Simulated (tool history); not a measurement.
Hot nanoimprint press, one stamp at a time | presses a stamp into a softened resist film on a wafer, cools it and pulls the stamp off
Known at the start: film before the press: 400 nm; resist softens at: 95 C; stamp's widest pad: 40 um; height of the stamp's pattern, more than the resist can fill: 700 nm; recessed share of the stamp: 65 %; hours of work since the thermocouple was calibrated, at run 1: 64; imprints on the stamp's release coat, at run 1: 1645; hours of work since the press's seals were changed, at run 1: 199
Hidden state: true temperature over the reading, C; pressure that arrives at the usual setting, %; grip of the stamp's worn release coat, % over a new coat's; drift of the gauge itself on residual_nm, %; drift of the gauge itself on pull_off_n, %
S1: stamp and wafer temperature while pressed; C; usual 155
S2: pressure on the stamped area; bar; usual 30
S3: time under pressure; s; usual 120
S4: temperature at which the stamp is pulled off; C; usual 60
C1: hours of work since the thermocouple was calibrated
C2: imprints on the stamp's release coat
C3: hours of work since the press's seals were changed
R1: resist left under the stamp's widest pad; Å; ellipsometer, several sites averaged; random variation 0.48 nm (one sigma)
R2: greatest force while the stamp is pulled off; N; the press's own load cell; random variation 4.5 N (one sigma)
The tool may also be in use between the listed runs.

run,hour,S1,S2,S3,S4,C1,C2,C3,R1,R2
1,0,155,30,120,60,64,1645,199,2106,215
2,4.3,155,30,120,60,67,1665,201,2122,225
3,11.6,155,30,120,60,71,1698,206,2120,228
4,20.5,155,30,120,60,76,1739,211,2119,225
5,28.8,155,30,120,60,81,1776,216,2122,220
6,36,155,30,120,60,85,1808,220,2129,224
7,40.6,155,30,120,60,88,1829,223,2132,225
8,46.2,155,30,120,60,91,1855,226,2139,218
9,53.4,166,30,120,60,96,1887,230,1366,222
10,60.1,155,30,120,50,100,1918,234,2130,264
11,64.5,155,30,120,50,102,1938,237,2141,269
# hour 71.4: stamp cleaned and given a new release coat
12,76.6,155,30,128,60,106,23,240,2083,214
# hour 83: gauge calibrated
13,84.4,155,30,128,60,110,59,245,2061,216
14,88.4,155,36.2,128,60,113,77,247,1921,211
15,94.9,155,36.2,128,60,117,106,251,1919,217
16,103.1,155,24.9,185,62,121,143,256,1950,213
17,111.1,153,30,232,60,126,180,261,1800,220
18,117.9,155,30,67,58,130,210,265,2560,227
19,127.2,148,32.7,67,58,136,252,270,3065,223
20,133.3,148,32.7,67,58,139,280,274,3076,224
21,138.4,155,21.5,120,52,142,303,277,2405,263
22,142.6,155,21.5,120,52,145,322,279,2417,242
23,147.4,155,18.7,120,60,147,344,282,2531,213
24,152.2,153,30,62,60,150,366,285,2805,220
25,159.5,153,30,62,60,155,399,289,2818,217
# hour 160.7: gauge calibrated
26,165,160,24.6,173,46,158,424,292,1626,280
27,169,160,39.1,67,51,160,442,295,1942,258
28,174.3,162,26.3,67,51,163,466,298,2110,265
29,182.6,162,26.3,67,51,168,503,303,2118,249

The same runs without the tool's hidden state, with the same run-to-run variation:
run,R1
1,2107
2,2120
3,2116
4,2111
5,2110
6,2115
7,2116
8,2120
9,1352
10,2106
11,2115
12,2055
13,2061
14,1919
15,1915
16,1943
17,1790
18,2543
19,3040
20,3046
21,2379
22,2390
23,2500
24,2768
25,2777
26,1625
27,1939
28,2105
29,2110
R2: within 3 N of the measured result in every run.
